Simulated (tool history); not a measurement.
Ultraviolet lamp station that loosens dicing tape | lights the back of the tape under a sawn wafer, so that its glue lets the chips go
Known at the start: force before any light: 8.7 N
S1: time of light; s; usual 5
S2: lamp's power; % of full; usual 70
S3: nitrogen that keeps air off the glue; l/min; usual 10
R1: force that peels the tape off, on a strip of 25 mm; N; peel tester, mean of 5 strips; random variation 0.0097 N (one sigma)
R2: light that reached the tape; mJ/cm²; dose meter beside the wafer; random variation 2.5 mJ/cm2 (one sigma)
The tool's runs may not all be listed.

run 1 day=0 | S1=5 S2=70 S3=10 | R1=0.592 R2=239
run 2 day=0.212 | S1=5 S2=70 S3=10 | R1=0.609 R2=243
run 3 day=0.5 | S1=5 S2=67 S3=10 | R1=0.655 R2=227
run 4 day=0.733 | S1=5 S2=67 S3=10 | R1=0.637 R2=234
run 5 day=0.925 | S1=5 S2=70 S3=10 | R1=0.611 R2=238
run 6 day=1.271 | S1=5 S2=70 S3=10 | R1=0.607 R2=238
run 7 day=1.629 | S1=5 S2=70 S3=10 | R1=0.625 R2=238
run 8 day=1.908 | S1=5 S2=70 S3=10 | R1=0.617 R2=237
run 9 day=2.108 | S1=5 S2=70 S3=15 | R1=0.416 R2=239
run 10 day=2.504 | S1=5 S2=70 S3=15 | R1=0.447 R2=237
run 11 day=2.733 | S1=5 S2=70 S3=7 | R1=0.851 R2=236
run 12 day=3.079 | S1=5 S2=70 S3=3 | R1=1.638 R2=234
run 13 day=3.383 | S1=5 S2=70 S3=3 | R1=1.704 R2=235
-- day=3.617 window cleaned of glue's vapour
run 14 day=3.808 | S1=5 S2=70 S3=10 | R1=0.694 R2=231
run 15 day=4.083 | S1=5 S2=70 S3=10 | R1=0.649 R2=230
run 16 day=4.454 | S1=5 S2=70 S3=10 | R1=0.664 R2=227
run 17 day=4.638 | S1=5 S2=70 S3=10 | R1=0.702 R2=227
run 18 day=4.829 | S1=5 S2=70 S3=10 | R1=0.69 R2=227
-- day=4.983 window cleaned of glue's vapour, once more
run 19 day=5.038 | S1=5 S2=70 S3=10 | R1=0.449 R2=274
run 20 day=5.262 | S1=8 S2=70 S3=10 | R1=0.193 R2=442
run 21 day=5.496 | S1=5 S2=70 S3=16 | R1=0.308 R2=272
run 22 day=5.788 | S1=5 S2=70 S3=10 | R1=0.446 R2=276
run 23 day=6.142 | S1=4 S2=70 S3=10 | R1=0.77 R2=217

Forecast run 24:
run 24 day=6.479 | S1=8 S2=70 S3=18 | R1=? R2=?

Run 24 gave R1 0.156 N, R2 439 mJ/cm².
Without the tool's hidden state the same run would have given R1 0.153 N, R2 460 mJ/cm².

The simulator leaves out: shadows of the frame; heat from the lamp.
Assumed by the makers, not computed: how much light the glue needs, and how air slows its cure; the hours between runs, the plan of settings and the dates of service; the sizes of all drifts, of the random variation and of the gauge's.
